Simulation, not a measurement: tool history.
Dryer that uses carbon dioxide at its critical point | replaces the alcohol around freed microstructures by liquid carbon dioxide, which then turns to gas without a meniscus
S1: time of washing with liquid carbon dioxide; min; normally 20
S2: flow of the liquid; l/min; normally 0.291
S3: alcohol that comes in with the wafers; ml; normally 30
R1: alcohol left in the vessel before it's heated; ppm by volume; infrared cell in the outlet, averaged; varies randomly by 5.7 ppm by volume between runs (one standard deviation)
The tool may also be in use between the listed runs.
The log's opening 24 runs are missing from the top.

run,day,S1,S2,S3,R1
25,33.533,31,0.196,86,508
26,35.2,20,0.241,98,1726
27,36.404,20,0.241,98,1757
28,37.792,32,0.413,20,34
29,39.346,14,0.413,20,217
30,40.612,21,0.452,86,82
31,41.404,20,0.291,117,1078
32,42.654,20,0.405,30,94
33,44.083,20,0.405,30,87
34,45.771,27,0.394,55,55
35,46.867,27,0.394,55,65
36,47.992,32,0.476,74,51
# day 49.712: inlet filter changed
37,49.712,32,0.476,74,55
38,50.546,26,0.291,22,90
39,51.908,26,0.291,22,98
40,52.796,20,0.291,40,333
41,53.929,29,0.283,51,107
42,55.683,20,0.181,26,1252
43,56.883,20,0.181,26,1255
44,58.767,20,0.181,26,1317
45,60.45,20,0.181,26,1360
46,61.679,27,0.181,76,1348

Forecast each of these 5 alternatives for the next run:
A,62.579,31,0.181,76,?
B,62.579,27,0.269,55,?
C,62.579,27,0.181,107,?
D,62.579,20,0.207,52,?
E,62.579,20,0.353,26,?

run,R1
A,813
B,231
C,1981
D,1782
E,183
With the hidden condition removed and each run's random variation left untouched, the same runs would have given:
run,R1
A,518
B,92
C,1406
D,1316
E,63
